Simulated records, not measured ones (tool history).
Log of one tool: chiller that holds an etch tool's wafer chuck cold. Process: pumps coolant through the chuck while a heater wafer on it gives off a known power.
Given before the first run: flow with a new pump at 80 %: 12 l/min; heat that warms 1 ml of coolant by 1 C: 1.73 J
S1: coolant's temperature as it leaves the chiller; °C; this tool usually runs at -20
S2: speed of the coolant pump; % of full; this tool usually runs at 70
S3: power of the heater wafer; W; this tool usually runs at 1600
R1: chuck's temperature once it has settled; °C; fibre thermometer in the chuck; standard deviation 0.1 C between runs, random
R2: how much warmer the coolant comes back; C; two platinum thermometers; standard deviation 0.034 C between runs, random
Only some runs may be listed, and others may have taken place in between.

Run 1, day 0: usual settings. Result: R1 -4.3 °C, R2 5.35 C.
Run 2, day 0.558: usual settings. Result: R1 -4.5 °C, R2 5.46 C.
Run 3, day 1.679: usual settings. Result: R1 -4.4 °C, R2 5.44 C.
Run 4, day 2.379: usual settings. Result: R1 -4.4 °C, R2 5.41 C.
Run 5, day 3.2: usual settings. Result: R1 -4.4 °C, R2 5.41 C.
Run 6, day 4.133: usual settings. Result: R1 -4.4 °C, R2 5.44 C.
Run 7, day 4.888: usual settings but S3 2303 W. Result: R1 2.6 °C, R2 7.84 C.
Run 8, day 6.012: usual settings but S3 2303 W. Result: R1 2.5 °C, R2 7.78 C.
Run 9, day 6.608: usual settings but S3 2303 W. Result: R1 2.7 °C, R2 7.91 C.
Run 10, day 7.575: usual settings but S3 1687 W. Result: R1 -3.6 °C, R2 5.76 C.
Run 11, day 8.158: usual settings but S3 1687 W. Result: R1 -3.6 °C, R2 5.74 C.
Run 12, day 9.062: usual settings but S1 -18 °C. Result: R1 -2.3 °C, R2 5.45 C.
Run 13, day 10.129: usual settings but S1 -18 °C, S3 1763 W. Result: R1 -0.5 °C, R2 6.01 C.
Run 14, day 10.825: usual settings but S3 966 W. Result: R1 -10.5 °C, R2 3.33 C.
Run 15, day 12.108: usual settings but S3 966 W. Result: R1 -10.4 °C, R2 3.33 C.
Run 16, day 13.338: usual settings. Result: R1 -4.2 °C, R2 5.51 C.
Run 17, day 14.1: usual settings but S2 66 % of full, S3 1419 W. Result: R1 -5 °C, R2 5.17 C.
Run 18, day 15.008: usual settings but S2 66 % of full, S3 1419 W. Result: R1 -5.3 °C, R2 5.18 C.
Run 19, day 15.604: usual settings but S1 -18 °C, S2 66 % of full, S3 1165 W. Result: R1 -5.6 °C, R2 4.26 C.
Run 20, day 16.188: usual settings but S1 -16 °C, S2 94 % of full, S3 1165 W. Result: R1 -7.4 °C, R2 2.88 C.
Run 21, day 17.233: usual settings but S1 -25 °C, S2 77 % of full, S3 1493 W. Result: R1 -11.5 °C, R2 4.55 C.
Run 22, day 17.979: usual settings but S1 -10 °C, S2 72 % of full, S3 1561 W. Result: R1 4.9 °C, R2 5.2 C.
Run 23, day 19.146: usual settings but S1 -21 °C. Result: R1 -5.1 °C, R2 5.46 C.
Run 24, day 19.867: usual settings but S1 -21 °C. Result: R1 -5 °C, R2 5.47 C.
Run 25, day 20.438: usual settings but S1 -19 °C, S3 2098 W. Result: R1 2.1 °C, R2 7.22 C.
Run 26, day 21.217: usual settings but S2 61 % of full. Result: R1 -1.6 °C, R2 6.4 C.
Run 27, day 22.5: usual settings but S1 -12 °C, S2 66 % of full. Result: R1 5 °C, R2 5.9 C.
Run 28, day 23.271: usual settings but S1 -22 °C, S2 66 % of full, S3 1185 W. Result: R1 -9.5 °C, R2 4.33 C.
Run 29, day 24.392: usual settings but S1 -17 °C, S2 66 % of full, S3 2080 W. Result: R1 5.1 °C, R2 7.59 C.
Run 30, day 25.404: usual settings but S1 -17 °C, S2 66 % of full, S3 2080 W. Result: R1 4.9 °C, R2 7.62 C.
Run 31, day 26.154: usual settings but S2 95 % of full. Result: R1 -8.1 °C, R2 3.91 C.

Predict each of these 3 candidate next runs independently; none follows another, all start after run 31:
Run A, day 26.917: usual settings but S2 95 % of full, S3 903 W. Result: R1 ?, R2 ?.
Run B, day 26.917: usual settings but S1 -11 °C, S2 86 % of full, S3 1143 W. Result: R1 ?, R2 ?.
Run C, day 26.917: usual settings but S2 66 % of full. Result: R1 ?, R2 ?.

run     R1    R2
  A  -13.2  2.25
  B   -1.7  3.12
  C   -2.9  5.85
Stripped of hidden state, with their random variation kept, the same runs would have yielded:
run     R1    R2
  A  -14.2  2.19
  B   -3.1  3.04
  C   -5.4   5.7

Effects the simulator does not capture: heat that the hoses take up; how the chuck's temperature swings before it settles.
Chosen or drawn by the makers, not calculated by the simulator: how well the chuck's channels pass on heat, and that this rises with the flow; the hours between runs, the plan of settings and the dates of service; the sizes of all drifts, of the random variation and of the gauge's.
